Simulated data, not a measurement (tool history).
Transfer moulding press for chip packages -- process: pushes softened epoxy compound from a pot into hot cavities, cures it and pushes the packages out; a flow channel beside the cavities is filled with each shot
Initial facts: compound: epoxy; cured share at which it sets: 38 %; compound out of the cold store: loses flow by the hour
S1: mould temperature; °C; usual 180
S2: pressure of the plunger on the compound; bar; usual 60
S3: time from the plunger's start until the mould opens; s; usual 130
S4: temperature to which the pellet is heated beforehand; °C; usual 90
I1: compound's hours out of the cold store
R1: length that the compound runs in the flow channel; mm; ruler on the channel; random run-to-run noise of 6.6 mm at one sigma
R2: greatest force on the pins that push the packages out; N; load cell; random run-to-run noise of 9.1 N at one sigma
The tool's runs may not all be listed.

{"run": 1, "day": 0.0, "S1": 180, "S2": 60, "S3": 130, "S4": 90, "I1": 37.2, "R1": 929, "R2": 392}
{"run": 2, "day": 0.333, "S1": 180, "S2": 60, "S3": 130, "S4": 90, "I1": 20.2, "R1": 984, "R2": 397}
{"day": 0.804, "done": "cavities cleaned with cleaning compound and waxed"}
{"run": 3, "day": 0.804, "S1": 180, "S2": 60, "S3": 130, "S4": 90, "I1": 39, "R1": 922, "R2": 395}
{"run": 4, "day": 1.329, "S1": 186, "S2": 60, "S3": 130, "S4": 90, "I1": 39.1, "R1": 886, "R2": 383}
{"run": 5, "day": 1.85, "S1": 180, "S2": 60, "S3": 130, "S4": 90, "I1": 38.9, "R1": 930, "R2": 403}
{"run": 6, "day": 2.283, "S1": 175, "S2": 60, "S3": 130, "S4": 90, "I1": 24.5, "R1": 1000, "R2": 501}
{"day": 2.462, "done": "cavities cleaned with cleaning compound and waxed"}
{"run": 7, "day": 2.725, "S1": 175, "S2": 60, "S3": 130, "S4": 90, "I1": 24.7, "R1": 1000, "R2": 494}
{"run": 8, "day": 3.254, "S1": 175, "S2": 60, "S3": 130, "S4": 90, "I1": 26.1, "R1": 1006, "R2": 490}
{"run": 9, "day": 3.646, "S1": 175, "S2": 60, "S3": 130, "S4": 90, "I1": 9.7, "R1": 1078, "R2": 518}
{"day": 4.121, "done": "cavities cleaned with cleaning compound and waxed"}
{"run": 10, "day": 4.288, "S1": 180, "S2": 60, "S3": 130, "S4": 87, "I1": 31.9, "R1": 947, "R2": 409}
{"run": 11, "day": 4.825, "S1": 180, "S2": 60, "S3": 130, "S4": 87, "I1": 40.5, "R1": 908, "R2": 401}
{"run": 12, "day": 5.304, "S1": 180, "S2": 60, "S3": 130, "S4": 90, "I1": 47.3, "R1": 899, "R2": 392}
{"day": 5.779, "done": "cavities cleaned with cleaning compound and waxed"}
{"run": 13, "day": 5.783, "S1": 180, "S2": 60, "S3": 130, "S4": 90, "I1": 44.8, "R1": 893, "R2": 419}
{"run": 14, "day": 6.329, "S1": 180, "S2": 60, "S3": 130, "S4": 90, "I1": 43.7, "R1": 911, "R2": 407}
{"run": 15, "day": 6.708, "S1": 180, "S2": 60, "S3": 122, "S4": 94, "I1": 27.6, "R1": 951, "R2": 425}
{"run": 16, "day": 7.179, "S1": 180, "S2": 60, "S3": 122, "S4": 94, "I1": 37.5, "R1": 913, "R2": 422}
{"day": 7.442, "done": "cavities cleaned with cleaning compound and waxed"}
{"run": 17, "day": 7.562, "S1": 180, "S2": 60, "S3": 122, "S4": 94, "I1": 17.8, "R1": 1002, "R2": 444}
{"run": 18, "day": 8.071, "S1": 180, "S2": 60, "S3": 122, "S4": 94, "I1": 8.3, "R1": 1042, "R2": 442}
{"run": 19, "day": 8.458, "S1": 180, "S2": 60, "S3": 130, "S4": 96, "I1": 8.2, "R1": 1036, "R2": 429}
{"run": 20, "day": 8.925, "S1": 180, "S2": 60, "S3": 130, "S4": 96, "I1": 17.2, "R1": 1000, "R2": 409}
{"day": 9.142, "done": "cavities cleaned with cleaning compound and waxed"}
{"run": 21, "day": 9.329, "S1": 180, "S2": 60, "S3": 130, "S4": 96, "I1": 30.3, "R1": 952, "R2": 394}
{"run": 22, "day": 9.925, "S1": 179, "S2": 71.4, "S3": 152, "S4": 83, "I1": 47.9, "R1": 974, "R2": 375}
{"run": 23, "day": 10.283, "S1": 179, "S2": 56, "S3": 144, "S4": 83, "I1": 12.5, "R1": 1001, "R2": 399}
{"day": 10.8, "done": "cavities cleaned with cleaning compound and waxed"}
{"run": 24, "day": 10.812, "S1": 181, "S2": 56, "S3": 118, "S4": 91, "I1": 22.2, "R1": 948, "R2": 421}
{"run": 25, "day": 11.321, "S1": 183, "S2": 48.7, "S3": 147, "S4": 83, "I1": 46.2, "R1": 793, "R2": 386}

Alternative continuations, all from the tool just after run 25; predict every row:
{"run": "A", "day": 11.804, "S1": 183, "S2": 46.3, "S3": 147, "S4": 83, "I1": 15.4, "R1": "?", "R2": "?"}
{"run": "B", "day": 11.804, "S1": 183, "S2": 74, "S3": 147, "S4": 81, "I1": 46.1, "R1": "?", "R2": "?"}
{"run": "C", "day": 11.804, "S1": 183, "S2": 45.4, "S3": 142, "S4": 83, "I1": 43.8, "R1": "?", "R2": "?"}
{"run": "D", "day": 11.804, "S1": 180, "S2": 57.5, "S3": 130, "S4": 90, "I1": 32.3, "R1": "?", "R2": "?"}
{"run": "E", "day": 11.804, "S1": 176, "S2": 58.4, "S3": 147, "S4": 96, "I1": 23.4, "R1": "?", "R2": "?"}

run=A R1=879 R2=370
run=B R1=966 R2=372
run=C R1=775 R2=371
run=D R1=932 R2=404
run=E R1=982 R2=405
Without the tool's hidden state the same runs would have given:
run=A R1=880 R2=367
run=B R1=967 R2=369
run=C R1=776 R2=368
run=D R1=932 R2=401
run=E R1=983 R2=401

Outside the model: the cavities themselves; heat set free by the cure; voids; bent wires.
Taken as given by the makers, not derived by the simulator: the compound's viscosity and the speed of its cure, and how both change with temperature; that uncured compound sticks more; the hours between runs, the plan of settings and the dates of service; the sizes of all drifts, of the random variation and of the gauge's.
